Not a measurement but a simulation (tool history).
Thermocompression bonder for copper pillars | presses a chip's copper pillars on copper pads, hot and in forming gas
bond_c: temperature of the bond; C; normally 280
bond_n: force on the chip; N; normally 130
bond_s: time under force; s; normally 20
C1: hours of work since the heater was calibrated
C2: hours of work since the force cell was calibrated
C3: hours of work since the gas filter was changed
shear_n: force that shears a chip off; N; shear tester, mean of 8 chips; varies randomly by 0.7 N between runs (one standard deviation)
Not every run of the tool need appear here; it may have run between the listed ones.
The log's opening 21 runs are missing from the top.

run 22 day=9.196 | bond_c=256 bond_n=130 bond_s=55 | C1=962 C2=469 C3=238 | shear_n=54.3
run 23 day=9.458 | bond_c=256 bond_n=130 bond_s=55 | C1=966 C2=473 C3=242 | shear_n=53
-- day=9.646 forming gas filter changed
run 24 day=9.938 | bond_c=267 bond_n=88 bond_s=25 | C1=973 C2=480 C3=4 | shear_n=37.8
run 25 day=10.362 | bond_c=267 bond_n=170 bond_s=25 | C1=980 C2=486 C3=11 | shear_n=52.2
run 26 day=10.933 | bond_c=262 bond_n=130 bond_s=18 | C1=989 C2=495 C3=20 | shear_n=38.7
run 27 day=11.417 | bond_c=262 bond_n=130 bond_s=18 | C1=996 C2=502 C3=27 | shear_n=38.6
run 28 day=11.671 | bond_c=262 bond_n=130 bond_s=18 | C1=1000 C2=506 C3=31 | shear_n=39
run 29 day=12.246 | bond_c=280 bond_n=130 bond_s=13 | C1=1009 C2=515 C3=40 | shear_n=41.1
run 30 day=12.808 | bond_c=266 bond_n=89 bond_s=42 | C1=1017 C2=524 C3=48 | shear_n=45.2
run 31 day=13.138 | bond_c=300 bond_n=89 bond_s=47 | C1=1022 C2=529 C3=53 | shear_n=64.5
run 32 day=13.667 | bond_c=255 bond_n=111 bond_s=39 | C1=1030 C2=537 C3=62 | shear_n=44.5
run 33 day=14.075 | bond_c=255 bond_n=111 bond_s=39 | C1=1037 C2=543 C3=68 | shear_n=44.9
run 34 day=14.333 | bond_c=260 bond_n=78 bond_s=10 | C1=1041 C2=547 C3=72 | shear_n=21.8
run 35 day=14.888 | bond_c=260 bond_n=78 bond_s=10 | C1=1049 C2=556 C3=80 | shear_n=22
run 36 day=15.475 | bond_c=287 bond_n=130 bond_s=19 | C1=1058 C2=565 C3=89 | shear_n=51.5
run 37 day=15.783 | bond_c=287 bond_n=130 bond_s=19 | C1=1063 C2=569 C3=94 | shear_n=49.9
run 38 day=16.383 | bond_c=287 bond_n=130 bond_s=19 | C1=1072 C2=579 C3=103 | shear_n=50.4
run 39 day=16.988 | bond_c=286 bond_n=130 bond_s=14 | C1=1081 C2=588 C3=112 | shear_n=46
run 40 day=17.338 | bond_c=294 bond_n=172 bond_s=14 | C1=1087 C2=593 C3=118 | shear_n=54.4
run 41 day=17.854 | bond_c=294 bond_n=172 bond_s=14 | C1=1095 C2=601 C3=126 | shear_n=55

Below are 3 alternative next runs, each starting from the tool's condition after run 41. Predict each:
run A day=18.108 | bond_c=256 bond_n=162 bond_s=29 | C1=1098 C2=605 C3=130 | shear_n=?
run B day=18.108 | bond_c=270 bond_n=118 bond_s=15 | C1=1098 C2=605 C3=130 | shear_n=?
run C day=18.108 | bond_c=262 bond_n=123 bond_s=41 | C1=1098 C2=605 C3=130 | shear_n=?

run=A shear_n=49
run=B shear_n=37.5
run=C shear_n=50.1
The same runs, with their run-to-run variation unchanged, on a tool lacking any hidden condition would have given:
run=A shear_n=49.6
run=B shear_n=38
run=C shear_n=50.7
